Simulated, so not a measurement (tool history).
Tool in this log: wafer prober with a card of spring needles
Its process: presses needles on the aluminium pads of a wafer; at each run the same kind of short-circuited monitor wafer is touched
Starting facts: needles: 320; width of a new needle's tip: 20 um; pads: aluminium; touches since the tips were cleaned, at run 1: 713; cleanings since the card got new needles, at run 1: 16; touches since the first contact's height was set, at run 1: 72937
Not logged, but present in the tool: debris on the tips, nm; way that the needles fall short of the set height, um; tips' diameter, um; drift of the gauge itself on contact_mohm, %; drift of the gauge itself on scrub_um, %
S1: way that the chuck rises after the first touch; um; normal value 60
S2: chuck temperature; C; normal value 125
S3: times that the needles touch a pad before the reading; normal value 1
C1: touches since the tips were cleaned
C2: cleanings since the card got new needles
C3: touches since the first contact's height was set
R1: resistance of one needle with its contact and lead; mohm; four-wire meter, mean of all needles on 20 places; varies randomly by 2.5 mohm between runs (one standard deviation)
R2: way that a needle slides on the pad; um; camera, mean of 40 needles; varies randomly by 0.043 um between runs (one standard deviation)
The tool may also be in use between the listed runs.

{"run": 1, "day": 0.0, "S1": 60, "S2": 125, "S3": 1, "C1": 713, "C2": 16, "C3": 72937, "R1": 289, "R2": 15.96}
{"run": 2, "day": 0.308, "S1": 60, "S2": 125, "S3": 1, "C1": 2745, "C2": 16, "C3": 74969, "R1": 291, "R2": 16.0}
{"day": 0.517, "done": "tips cleaned on abrasive film"}
{"run": 3, "day": 0.604, "S1": 48, "S2": 125, "S3": 1, "C1": 578, "C2": 17, "C3": 76908, "R1": 293, "R2": 12.83}
{"run": 4, "day": 1.042, "S1": 48, "S2": 125, "S3": 1, "C1": 3442, "C2": 17, "C3": 79772, "R1": 297, "R2": 12.87}
{"day": 1.142, "done": "tips cleaned on abrasive film"}
{"run": 5, "day": 1.488, "S1": 48, "S2": 125, "S3": 1, "C1": 2298, "C2": 18, "C3": 82702, "R1": 295, "R2": 12.86}
{"day": 1.767, "done": "tips cleaned on abrasive film"}
{"run": 6, "day": 1.883, "S1": 48, "S2": 125, "S3": 1, "C1": 787, "C2": 19, "C3": 85284, "R1": 297, "R2": 12.85}
{"run": 7, "day": 2.175, "S1": 44, "S2": 125, "S3": 1, "C1": 2707, "C2": 19, "C3": 87204, "R1": 296, "R2": 11.79}
{"day": 2.388, "done": "tips cleaned on abrasive film"}
{"run": 8, "day": 2.521, "S1": 44, "S2": 125, "S3": 2, "C1": 899, "C2": 20, "C3": 89468, "R1": 294, "R2": 11.79}
{"run": 9, "day": 2.712, "S1": 44, "S2": 125, "S3": 2, "C1": 2161, "C2": 20, "C3": 90730, "R1": 301, "R2": 11.71}
{"run": 10, "day": 2.971, "S1": 44, "S2": 34, "S3": 2, "C1": 3851, "C2": 20, "C3": 92420, "R1": 268, "R2": 11.76}
{"day": 3.004, "done": "tips cleaned on abrasive film"}
{"run": 11, "day": 3.279, "S1": 44, "S2": 79, "S3": 2, "C1": 1835, "C2": 21, "C3": 94441, "R1": 281, "R2": 11.81}
{"run": 12, "day": 3.492, "S1": 44, "S2": 79, "S3": 2, "C1": 3234, "C2": 21, "C3": 95840, "R1": 279, "R2": 11.81}
{"day": 3.629, "done": "tips cleaned on abrasive film"}
{"run": 13, "day": 3.921, "S1": 44, "S2": 79, "S3": 2, "C1": 1930, "C2": 22, "C3": 98645, "R1": 285, "R2": 11.81}
{"run": 14, "day": 4.208, "S1": 44, "S2": 79, "S3": 2, "C1": 3808, "C2": 22, "C3": 100523, "R1": 281, "R2": 11.86}
{"day": 4.25, "done": "tips cleaned on abrasive film"}
{"run": 15, "day": 4.546, "S1": 44, "S2": 79, "S3": 2, "C1": 1959, "C2": 23, "C3": 102741, "R1": 282, "R2": 11.87}
{"run": 16, "day": 4.729, "S1": 44, "S2": 79, "S3": 2, "C1": 3165, "C2": 23, "C3": 103947, "R1": 283, "R2": 11.8}
{"day": 4.883, "done": "tips cleaned on abrasive film"}
{"run": 17, "day": 4.95, "S1": 44, "S2": 79, "S3": 2, "C1": 439, "C2": 24, "C3": 105378, "R1": 280, "R2": 11.86}
{"run": 18, "day": 5.162, "S1": 44, "S2": 79, "S3": 2, "C1": 1833, "C2": 24, "C3": 106772, "R1": 280, "R2": 11.83}
{"run": 19, "day": 5.379, "S1": 43, "S2": 79, "S3": 1, "C1": 3274, "C2": 24, "C3": 108213, "R1": 282, "R2": 11.56}
{"day": 5.512, "done": "tips cleaned on abrasive film"}
{"run": 20, "day": 5.629, "S1": 43, "S2": 113, "S3": 3, "C1": 772, "C2": 25, "C3": 109828, "R1": 291, "R2": 11.62}
{"run": 21, "day": 5.817, "S1": 43, "S2": 113, "S3": 3, "C1": 2012, "C2": 25, "C3": 111068, "R1": 295, "R2": 11.54}
{"run": 22, "day": 6.088, "S1": 43, "S2": 113, "S3": 3, "C1": 3801, "C2": 25, "C3": 112857, "R1": 294, "R2": 11.55}
{"day": 6.133, "done": "tips cleaned on abrasive film"}
{"run": 23, "day": 6.379, "S1": 43, "S2": 113, "S3": 3, "C1": 1598, "C2": 26, "C3": 114729, "R1": 294, "R2": 11.64}
{"day": 6.762, "done": "tips cleaned on abrasive film"}
{"run": 24, "day": 6.779, "S1": 43, "S2": 113, "S3": 3, "C1": 101, "C2": 27, "C3": 117350, "R1": 292, "R2": 11.64}
{"run": 25, "day": 7.112, "S1": 55, "S2": 34, "S3": 2, "C1": 2317, "C2": 27, "C3": 119566, "R1": 267, "R2": 14.83}
{"day": 7.396, "done": "tips cleaned on abrasive film"}
{"run": 26, "day": 7.517, "S1": 55, "S2": 34, "S3": 2, "C1": 782, "C2": 28, "C3": 122178, "R1": 268, "R2": 14.83}
{"run": 27, "day": 7.825, "S1": 57, "S2": 38, "S3": 1, "C1": 2824, "C2": 28, "C3": 124220, "R1": 268, "R2": 15.44}
{"day": 8.033, "done": "tips cleaned on abrasive film"}
{"run": 28, "day": 8.242, "S1": 57, "S2": 38, "S3": 1, "C1": 1390, "C2": 29, "C3": 126955, "R1": 265, "R2": 15.42}

Hidden state at the last listed run before each entry between runs and at the first one after, where it differs:
After run 2, before run 3: tips cleaned on abrasive film (day 0.517)
  debris on the tips, nm: 0.9 -> 0.4; drift of the gauge itself on scrub_um, %: 0.05 -> 0.1
  measured less the result without the state, R2: +0.01 -> +0.01 um
After run 4, before run 5: tips cleaned on abrasive film (day 1.142)
  debris on the tips, nm: 1 -> 0.9; drift of the gauge itself on scrub_um, %: 0.18 -> 0.26
  measured less the result without the state, R2: +0.02 -> +0.03 um
After run 5, before run 6: tips cleaned on abrasive film (day 1.767)
  debris on the tips, nm: 0.9 -> 0.5; drift of the gauge itself on scrub_um, %: 0.26 -> 0.33
  measured less the result without the state, R2: +0.03 -> +0.04 um
After run 7, before run 8: tips cleaned on abrasive film (day 2.388)
  debris on the tips, nm: 0.9 -> 0.5; drift of the gauge itself on scrub_um, %: 0.38 -> 0.44
  measured less the result without the state, R2: +0.05 -> +0.05 um
After run 10, before run 11: tips cleaned on abrasive film (day 3.004)
  debris on the tips, nm: 1 -> 0.8; drift of the gauge itself on scrub_um, %: 0.51 -> 0.57
  measured less the result without the state, R2: +0.06 -> +0.07 um
After run 12, before run 13: tips cleaned on abrasive film (day 3.629)
  debris on the tips, nm: 1 -> 0.8; drift of the gauge itself on scrub_um, %: 0.6 -> 0.68
  measured less the result without the state, R2: +0.07 -> +0.08 um
After run 14, before run 15: tips cleaned on abrasive film (day 4.250)
  debris on the tips, nm: 1 -> 0.8; drift of the gauge itself on scrub_um, %: 0.73 -> 0.78
  measured less the result without the state, R2: +0.09 -> +0.08 um
After run 16, before run 17: tips cleaned on abrasive film (day 4.883)
  debris on the tips, nm: 1 -> 0.3; drift of the gauge itself on scrub_um, %: 0.82 -> 0.85
  measured less the result without the state, R2: +0.09 -> +0.10 um
After run 19, before run 20: tips cleaned on abrasive film (day 5.512)
  debris on the tips, nm: 1 -> 0.5; drift of the gauge itself on scrub_um, %: 0.93 -> 0.97
  measured less the result without the state, R2: +0.10 -> +0.11 um
After run 22, before run 23: tips cleaned on abrasive film (day 6.133)
  debris on the tips, nm: 1 -> 0.7; drift of the gauge itself on scrub_um, %: 1.05 -> 1.1
  measured less the result without the state, R2: +0.11 -> +0.13 um
After run 23, before run 24: tips cleaned on abrasive film (day 6.762)
  debris on the tips, nm: 0.7 -> 0.2; drift of the gauge itself on scrub_um, %: 1.1 -> 1.17
  measured less the result without the state, R2: +0.13 -> +0.14 um
After run 25, before run 26: tips cleaned on abrasive film (day 7.396)
  debris on the tips, nm: 0.9 -> 0.5; drift of the gauge itself on scrub_um, %: 1.23 -> 1.3
  measured less the result without the state, R2: +0.17 -> +0.19 um
After run 27, before run 28: tips cleaned on abrasive film (day 8.033)
  debris on the tips, nm: 0.9 -> 0.7; drift of the gauge itself on scrub_um, %: 1.35 -> 1.42
  measured less the result without the state, R2: +0.21 -> +0.21 um
